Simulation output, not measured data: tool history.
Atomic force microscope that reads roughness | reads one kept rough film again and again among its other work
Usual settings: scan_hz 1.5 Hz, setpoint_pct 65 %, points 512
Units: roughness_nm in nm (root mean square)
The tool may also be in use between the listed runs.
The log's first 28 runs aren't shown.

run	hour	scan_hz	setpoint_pct	points	pictures with this tip	hours of work since the height scale was calibrated	roughness_nm
29	1235.5	0.82	76	419	103	249	2.143
# hour 1245.2: new tip fitted
30	1288.6	0.82	76	419	85	282	2.138
# hour 1307.7: new tip fitted
31	1318	2.44	76	419	20	300	2.037
32	1347.3	0.71	72	425	77	319	2.139
# hour 1367.9: new tip fitted
33	1382.3	1.62	58	868	28	340	2.179
# hour 1429.9: new tip fitted
34	1439.3	1.62	58	868	18	375	2.191
35	1482.4	3.29	77	783	102	402	1.969
# hour 1492.8: new tip fitted
36	1512	3.24	88	555	38	421	1.822
# hour 1555.2: new tip fitted
37	1571.5	0.62	88	791	31	458	2.122
38	1610.5	1.5	65	652	107	482	2.161
# hour 1615.7: new tip fitted
39	1670	1.5	65	652	106	519	2.136
# hour 1680.9: new tip fitted
40	1697.5	1.3	59	276	32	536	2.112
# hour 1742.6: new tip fitted
41	1742.6	1.3	59	276	0	564	2.135
42	1776.4	0.76	81	446	66	585	2.13
# hour 1804.3: new tip fitted
43	1804.3	0.76	81	446	0	602	2.147
44	1850.9	0.76	81	446	90	631	2.111
# hour 1864.5: new tip fitted
45	1898.4	0.76	81	446	66	660	2.139
# hour 1926: new tip fitted
46	1961.2	0.97	57	728	69	699	2.207
# hour 1989.8: new tip fitted
47	1994.8	3.4	87	548	10	720	1.836
# hour 2052.3: new tip fitted
48	2052.3	3.4	63	548	0	756	2.081
49	2081.5	3.4	63	548	56	774	2.091
# hour 2113: new tip fitted
50	2113	1.18	81	542	0	793	2.113
51	2143.2	0.81	72	542	58	812	2.166

3 ways to go on from here, each from the tool as it stands after run 51. What would each give?
# hour 2174: new tip fitted
A	2195.4	1.19	69	415	42	844	?
# hour 2174: new tip fitted
B	2195.4	1.5	65	446	42	844	?
# hour 2174: new tip fitted
C	2195.4	3.88	79	261	42	844	?

run	roughness_nm
A	2.14
B	2.133
C	1.847
Without the tool's hidden state the same runs would have given:
run	roughness_nm
A	2.144
B	2.137
C	1.85
